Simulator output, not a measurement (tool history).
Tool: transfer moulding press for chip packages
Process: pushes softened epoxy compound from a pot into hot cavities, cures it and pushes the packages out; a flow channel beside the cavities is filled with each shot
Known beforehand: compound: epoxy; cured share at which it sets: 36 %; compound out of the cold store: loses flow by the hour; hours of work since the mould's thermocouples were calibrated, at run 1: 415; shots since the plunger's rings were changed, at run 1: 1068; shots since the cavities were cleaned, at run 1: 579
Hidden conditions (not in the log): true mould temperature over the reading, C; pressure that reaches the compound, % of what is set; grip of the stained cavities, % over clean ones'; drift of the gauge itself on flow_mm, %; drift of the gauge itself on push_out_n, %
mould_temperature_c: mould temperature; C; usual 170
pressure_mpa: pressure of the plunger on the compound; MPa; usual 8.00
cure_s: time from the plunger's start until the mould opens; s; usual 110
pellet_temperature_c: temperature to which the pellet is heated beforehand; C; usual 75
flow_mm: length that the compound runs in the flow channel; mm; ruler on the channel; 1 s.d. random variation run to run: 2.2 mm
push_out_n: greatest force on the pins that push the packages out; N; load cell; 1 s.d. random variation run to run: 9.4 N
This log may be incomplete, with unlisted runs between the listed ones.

run,hour,mould_temperature_c,pressure_mpa,cure_s,pellet_temperature_c,hours of work since the mould's thermocouples were calibrated,shots since the plunger's rings were changed,shots since the cavities were cleaned,incoming compound's hours out of the cold store,flow_mm,push_out_n
1,0.0,170,8.00,110,75,415,1068,579,17.0,846,652
2,21.2,170,8.00,110,75,429,1275,786,34.2,812,687
# hour 43.3: cavities cleaned with cleaning compound and waxed
3,49.4,170,8.00,110,75,445,1535,60,38.1,803,481
4,85.8,165,8.00,110,75,468,1890,415,34.3,839,879
# hour 95.6: mould's thermocouples calibrated
5,108.3,165,8.00,110,75,8,2090,615,31.7,834,838
6,137.4,165,8.00,110,75,26,2374,899,23.4,850,898
# hour 147.7: cavities cleaned with cleaning compound and waxed
7,168.6,170,8.00,150,75,45,2664,205,33.6,804,493
8,190.5,170,8.00,150,75,58,2877,418,15.8,835,558
9,225.7,170,8.00,150,75,80,3220,761,27.9,812,596
# hour 251.8: cavities cleaned with cleaning compound and waxed
10,257.1,170,8.00,150,75,99,3512,52,40.3,782,415
11,280.1,170,8.00,150,75,113,3736,276,33.1,794,503
12,319.8,170,8.00,150,75,138,4124,664,29.9,796,585
# hour 355.8: cavities cleaned with cleaning compound and waxed
13,360.9,170,8.00,150,75,163,4510,49,23.7,808,408
14,391.8,170,8.00,90,75,182,4811,350,29.5,799,827
15,408.2,170,8.00,110,65,193,4972,511,36.7,781,631
16,435.4,177,9.87,110,75,209,5236,775,44.2,813,602
# hour 459.7: cavities cleaned with cleaning compound and waxed
17,475.9,166,8.72,139,65,234,5617,158,24.5,858,526
18,504.3,166,8.72,139,65,252,5894,435,25.6,858,601
19,526.6,170,6.51,110,83,266,6112,653,47.0,681,636
# hour 548.2: plunger's sealing rings changed
# hour 565.6: cavities cleaned with cleaning compound and waxed
20,565.6,170,6.51,110,83,287,155,0,37.0,730,424
21,587.0,176,6.28,125,77,301,363,208,23.5,714,486
22,621.9,171,7.69,125,79,323,704,549,21.0,813,585
23,648.7,171,7.69,125,79,339,966,811,11.9,832,647
# hour 669.1: cavities cleaned with cleaning compound and waxed
24,686.2,171,7.69,125,79,362,1316,166,20.9,817,505
25,708.8,171,9.67,149,79,376,1538,388,12.1,933,529
26,748.2,168,7.99,108,75,401,1922,772,18.3,850,815
# hour 771.7: cavities cleaned with cleaning compound and waxed
27,786.5,168,7.99,121,84,424,2281,145,8.3,864,518

Here are 5 independent what-if runs from the current tool condition. What would each one return?
A,814.3,170,8.00,110,70,441,2552,416,39.6,?,?
B,814.3,168,7.17,110,75,441,2552,416,17.7,?,?
C,814.3,170,8.00,108,75,441,2552,416,11.6,?,?
D,814.3,170,8.00,94,71,441,2552,416,34.2,?,?
E,814.3,170,6.39,110,75,441,2552,416,27.5,?,?

run,flow_mm,push_out_n
A,798,650
B,802,707
C,847,671
D,806,773
E,729,650
The same runs, with their run-to-run variation unchanged, on a tool lacking any hidden condition would have given:
run,flow_mm,push_out_n
A,810,430
B,814,461
C,860,442
D,818,501
E,741,433
